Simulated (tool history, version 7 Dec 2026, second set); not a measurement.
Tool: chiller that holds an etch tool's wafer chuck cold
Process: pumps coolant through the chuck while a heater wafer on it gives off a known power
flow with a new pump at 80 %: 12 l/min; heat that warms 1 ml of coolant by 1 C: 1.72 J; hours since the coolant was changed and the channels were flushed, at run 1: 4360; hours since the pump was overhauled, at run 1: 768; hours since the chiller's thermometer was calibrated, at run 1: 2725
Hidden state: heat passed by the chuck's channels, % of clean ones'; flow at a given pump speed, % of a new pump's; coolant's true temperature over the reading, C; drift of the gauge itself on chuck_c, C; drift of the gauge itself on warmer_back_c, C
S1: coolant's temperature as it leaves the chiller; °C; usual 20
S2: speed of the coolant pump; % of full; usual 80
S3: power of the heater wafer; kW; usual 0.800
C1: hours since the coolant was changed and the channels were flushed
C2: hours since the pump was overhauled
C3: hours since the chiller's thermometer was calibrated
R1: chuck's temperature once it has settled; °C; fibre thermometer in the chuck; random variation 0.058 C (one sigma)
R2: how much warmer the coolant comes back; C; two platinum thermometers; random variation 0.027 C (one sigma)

run 1 hour=0.0 | S1=20 S2=80 S3=0.800 | C1=4360 C2=768 C3=2725 | R1=25.69 R2=2.36
run 2 hour=96.8 | S1=20 S2=80 S3=0.800 | C1=4457 C2=865 C3=2822 | R1=25.72 R2=2.32
run 3 hour=213.9 | S1=20 S2=80 S3=0.800 | C1=4574 C2=982 C3=2939 | R1=25.65 R2=2.31
run 4 hour=322.7 | S1=23 S2=80 S3=0.800 | C1=4683 C2=1091 C3=3048 | R1=28.72 R2=2.32
run 5 hour=445.1 | S1=23 S2=80 S3=0.768 | C1=4805 C2=1213 C3=3170 | R1=28.55 R2=2.24
-- hour=556.2 chiller's thermometer calibrated
run 6 hour=564.1 | S1=20 S2=66 S3=0.800 | C1=4923 C2=1331 C3=8 | R1=26.44 R2=2.87
run 7 hour=622.9 | S1=20 S2=64 S3=0.800 | C1=4982 C2=1390 C3=67 | R1=26.62 R2=2.98
run 8 hour=751.5 | S1=20 S2=64 S3=0.800 | C1=5111 C2=1518 C3=195 | R1=26.63 R2=2.95
run 9 hour=875.8 | S1=20 S2=64 S3=0.800 | C1=5235 C2=1643 C3=320 | R1=26.57 R2=2.97
run 10 hour=1005.1 | S1=20 S2=64 S3=0.800 | C1=5364 C2=1772 C3=449 | R1=26.60 R2=2.95
run 11 hour=1092.7 | S1=20 S2=64 S3=1.022 | C1=5452 C2=1860 C3=536 | R1=28.32 R2=3.75
run 12 hour=1210.5 | S1=20 S2=64 S3=1.022 | C1=5570 C2=1977 C3=654 | R1=28.26 R2=3.73
run 13 hour=1274.3 | S1=20 S2=80 S3=0.800 | C1=5634 C2=2041 C3=718 | R1=25.66 R2=2.35
run 14 hour=1377.9 | S1=20 S2=80 S3=0.800 | C1=5737 C2=2145 C3=822 | R1=25.68 R2=2.36
run 15 hour=1446.8 | S1=20 S2=70 S3=0.800 | C1=5806 C2=2214 C3=891 | R1=26.24 R2=2.65
run 16 hour=1504.2 | S1=20 S2=70 S3=0.800 | C1=5864 C2=2271 C3=948 | R1=26.26 R2=2.68
run 17 hour=1618.2 | S1=20 S2=70 S3=0.800 | C1=5978 C2=2385 C3=1062 | R1=26.22 R2=2.69
run 18 hour=1722.3 | S1=11 S2=100 S3=0.800 | C1=6082 C2=2489 C3=1166 | R1=16.00 R2=1.83
run 19 hour=1810.0 | S1=11 S2=100 S3=0.800 | C1=6169 C2=2577 C3=1254 | R1=15.90 R2=1.81
run 20 hour=1882.1 | S1=20 S2=92 S3=0.512 | C1=6241 C2=2649 C3=1326 | R1=23.35 R2=1.27
run 21 hour=1982.3 | S1=10 S2=90 S3=0.526 | C1=6342 C2=2749 C3=1426 | R1=13.46 R2=1.41
run 22 hour=2081.4 | S1=25 S2=83 S3=0.800 | C1=6441 C2=2848 C3=1525 | R1=30.48 R2=2.27
run 23 hour=2142.3 | S1=21 S2=83 S3=1.157 | C1=6502 C2=2909 C3=1586 | R1=28.88 R2=3.25
run 24 hour=2250.5 | S1=15 S2=80 S3=0.800 | C1=6610 C2=3017 C3=1694 | R1=20.65 R2=2.36
run 25 hour=2362.1 | S1=20 S2=93 S3=0.754 | C1=6721 C2=3129 C3=1806 | R1=24.88 R2=1.88
run 26 hour=2417.2 | S1=20 S2=82 S3=1.121 | C1=6777 C2=3184 C3=1861 | R1=27.85 R2=3.19
run 27 hour=2500.7 | S1=12 S2=62 S3=0.773 | C1=6860 C2=3268 C3=1945 | R1=18.49 R2=2.99
run 28 hour=2581.1 | S1=11 S2=99 S3=0.773 | C1=6940 C2=3348 C3=2025 | R1=15.84 R2=1.80
run 29 hour=2682.6 | S1=13 S2=61 S3=0.800 | C1=7042 C2=3450 C3=2126 | R1=19.74 R2=3.12
run 30 hour=2795.7 | S1=13 S2=61 S3=0.800 | C1=7155 C2=3563 C3=2239 | R1=19.79 R2=3.13
run 31 hour=2853.2 | S1=15 S2=65 S3=0.416 | C1=7213 C2=3620 C3=2297 | R1=18.41 R2=1.49
run 32 hour=2918.4 | S1=11 S2=90 S3=0.988 | C1=7278 C2=3685 C3=2362 | R1=17.41 R2=2.52

Forecast each of these 3 alternatives for the next run:
run A hour=3021.3 | S1=23 S2=77 S3=0.440 | C1=7381 C2=3788 C3=2465 | R1=? R2=?
run B hour=3021.3 | S1=11 S2=67 S3=0.460 | C1=7381 C2=3788 C3=2465 | R1=? R2=?
run C hour=3021.3 | S1=20 S2=89 S3=0.988 | C1=7381 C2=3788 C3=2465 | R1=? R2=?

run=A R1=26.26 R2=1.29
run=B R1=14.57 R2=1.62
run=C R1=26.53 R2=2.58
Without the tool's hidden state the same runs would have given:
run=A R1=26.25 R2=1.29
run=B R1=14.57 R2=1.62
run=C R1=26.53 R2=2.58
